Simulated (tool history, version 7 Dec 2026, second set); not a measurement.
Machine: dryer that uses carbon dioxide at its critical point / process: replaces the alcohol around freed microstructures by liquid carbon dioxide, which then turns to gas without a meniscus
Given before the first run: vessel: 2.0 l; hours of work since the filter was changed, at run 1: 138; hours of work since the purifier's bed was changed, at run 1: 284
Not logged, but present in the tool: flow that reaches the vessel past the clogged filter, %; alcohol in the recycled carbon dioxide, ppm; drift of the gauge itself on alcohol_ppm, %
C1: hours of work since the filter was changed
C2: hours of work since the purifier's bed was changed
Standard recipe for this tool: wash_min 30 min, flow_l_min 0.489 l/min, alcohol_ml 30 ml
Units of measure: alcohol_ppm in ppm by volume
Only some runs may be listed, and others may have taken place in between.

run 1 hour=0.0 | wash_min=30 flow_l_min=0.489 alcohol_ml=30 | C1=138 C2=284 | alcohol_ppm=155
run 2 hour=70.6 | wash_min=30 flow_l_min=0.489 alcohol_ml=30 | C1=169 C2=315 | alcohol_ppm=165
run 3 hour=117.7 | wash_min=30 flow_l_min=0.489 alcohol_ml=30 | C1=190 C2=336 | alcohol_ppm=167
run 4 hour=158.0 | wash_min=21 flow_l_min=0.489 alcohol_ml=30 | C1=207 C2=353 | alcohol_ppm=517
run 5 hour=216.6 | wash_min=21 flow_l_min=0.489 alcohol_ml=30 | C1=233 C2=379 | alcohol_ppm=561
run 6 hour=289.1 | wash_min=25 flow_l_min=0.489 alcohol_ml=30 | C1=265 C2=411 | alcohol_ppm=340
run 7 hour=320.7 | wash_min=25 flow_l_min=0.489 alcohol_ml=52 | C1=279 C2=425 | alcohol_ppm=540
run 8 hour=354.6 | wash_min=30 flow_l_min=0.489 alcohol_ml=30 | C1=293 C2=439 | alcohol_ppm=229
run 9 hour=407.6 | wash_min=30 flow_l_min=0.489 alcohol_ml=30 | C1=317 C2=463 | alcohol_ppm=238
run 10 hour=462.8 | wash_min=30 flow_l_min=0.489 alcohol_ml=30 | C1=341 C2=487 | alcohol_ppm=266
run 11 hour=521.9 | wash_min=43 flow_l_min=0.489 alcohol_ml=30 | C1=367 C2=513 | alcohol_ppm=151
run 12 hour=585.6 | wash_min=43 flow_l_min=0.489 alcohol_ml=30 | C1=394 C2=541 | alcohol_ppm=153
run 13 hour=631.5 | wash_min=43 flow_l_min=0.489 alcohol_ml=30 | C1=415 C2=561 | alcohol_ppm=168
run 14 hour=689.4 | wash_min=43 flow_l_min=0.489 alcohol_ml=30 | C1=440 C2=586 | alcohol_ppm=182
-- hour=696.9 inlet filter changed
run 15 hour=726.7 | wash_min=43 flow_l_min=0.489 alcohol_ml=30 | C1=13 C2=602 | alcohol_ppm=161
run 16 hour=794.3 | wash_min=43 flow_l_min=0.489 alcohol_ml=30 | C1=43 C2=631 | alcohol_ppm=174
run 17 hour=847.4 | wash_min=30 flow_l_min=0.489 alcohol_ml=30 | C1=66 C2=655 | alcohol_ppm=238
run 18 hour=880.6 | wash_min=30 flow_l_min=0.532 alcohol_ml=30 | C1=80 C2=669 | alcohol_ppm=211
run 19 hour=931.0 | wash_min=30 flow_l_min=0.532 alcohol_ml=30 | C1=102 C2=691 | alcohol_ppm=230
run 20 hour=965.8 | wash_min=36 flow_l_min=0.489 alcohol_ml=30 | C1=118 C2=706 | alcohol_ppm=206
run 21 hour=1035.7 | wash_min=36 flow_l_min=0.489 alcohol_ml=30 | C1=148 C2=737 | alcohol_ppm=234
-- hour=1083.4 purifier's bed changed
run 22 hour=1107.6 | wash_min=36 flow_l_min=0.489 alcohol_ml=30 | C1=178 C2=11 | alcohol_ppm=45
run 23 hour=1170.5 | wash_min=36 flow_l_min=0.489 alcohol_ml=30 | C1=206 C2=38 | alcohol_ppm=42
run 24 hour=1229.8 | wash_min=36 flow_l_min=0.489 alcohol_ml=30 | C1=232 C2=64 | alcohol_ppm=57
run 25 hour=1298.5 | wash_min=33 flow_l_min=0.587 alcohol_ml=32 | C1=262 C2=94 | alcohol_ppm=50
run 26 hour=1358.5 | wash_min=29 flow_l_min=0.346 alcohol_ml=58 | C1=288 C2=120 | alcohol_ppm=1044
run 27 hour=1393.0 | wash_min=29 flow_l_min=0.346 alcohol_ml=58 | C1=303 C2=135 | alcohol_ppm=1074
run 28 hour=1433.8 | wash_min=25 flow_l_min=0.486 alcohol_ml=29 | C1=321 C2=153 | alcohol_ppm=294
run 29 hour=1471.9 | wash_min=30 flow_l_min=0.392 alcohol_ml=71 | C1=338 C2=170 | alcohol_ppm=785
run 30 hour=1502.6 | wash_min=30 flow_l_min=0.392 alcohol_ml=71 | C1=351 C2=183 | alcohol_ppm=807

For run 31, what comes out?
run 31 hour=1560.1 | wash_min=39 flow_l_min=0.343 alcohol_ml=114 | C1=376 C2=209 | alcohol_ppm=?

{"run 31": {"alcohol_ppm": 823}}
Had the tool carried no hidden state, the very same run would have given alcohol_ppm 350 ppm by volume.
